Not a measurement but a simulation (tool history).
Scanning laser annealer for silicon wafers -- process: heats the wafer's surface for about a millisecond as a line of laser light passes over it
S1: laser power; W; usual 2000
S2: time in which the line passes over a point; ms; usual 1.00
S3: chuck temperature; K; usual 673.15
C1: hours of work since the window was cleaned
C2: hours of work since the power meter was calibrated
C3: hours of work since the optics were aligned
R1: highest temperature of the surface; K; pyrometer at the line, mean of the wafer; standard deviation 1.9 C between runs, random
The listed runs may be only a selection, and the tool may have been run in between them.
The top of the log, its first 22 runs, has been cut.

run,hour,S1,S2,S3,C1,C2,C3,R1
# hour 751.3: optics aligned, line set to its width, once more
23,772.3,1975,1.00,667.15,87,519,13,1379.15
24,820.3,1898,0.96,667.15,116,548,41,1333.15
25,868.2,2047,0.87,711.15,145,576,70,1410.15
26,903.9,2099,0.87,647.15,166,598,92,1366.15
27,936.1,2093,1.00,639.15,186,617,111,1400.15
28,977.2,2093,1.00,639.15,210,642,136,1398.15
29,1006.6,2093,1.00,639.15,228,660,153,1399.15
30,1054.4,2093,1.00,639.15,257,688,182,1393.15
31,1080.9,1769,1.21,646.15,273,704,198,1309.15
32,1105.0,2118,1.11,667.15,287,719,213,1466.15
33,1125.4,2118,1.11,667.15,300,731,225,1466.15
34,1166.4,1795,1.00,678.15,324,756,250,1296.15
35,1189.7,1795,0.76,650.15,338,770,264,1199.15
36,1225.6,2186,1.00,673.15,360,791,285,1462.15
37,1248.9,2186,1.00,673.15,374,805,299,1465.15
38,1272.2,1827,0.72,691.15,388,819,313,1236.15
39,1305.2,1827,0.72,691.15,408,839,333,1236.15
40,1336.0,1802,0.73,658.15,426,858,352,1197.15
41,1356.8,2026,0.74,635.15,439,870,364,1256.15

Here are 4 independent what-if runs from the current tool condition. What would each one return?
A,1386.9,1712,1.21,673.15,457,888,382,?
B,1386.9,2000,0.98,673.15,457,888,382,?
C,1386.9,1838,0.78,637.15,457,888,382,?
D,1386.9,2026,0.74,671.15,457,888,382,?

run,R1
A,1299.15
B,1365.15
C,1200.15
D,1293.15
What these runs would have given with no unlogged condition in the tool:
run,R1
A,1324.15
B,1392.15
C,1222.15
D,1318.15
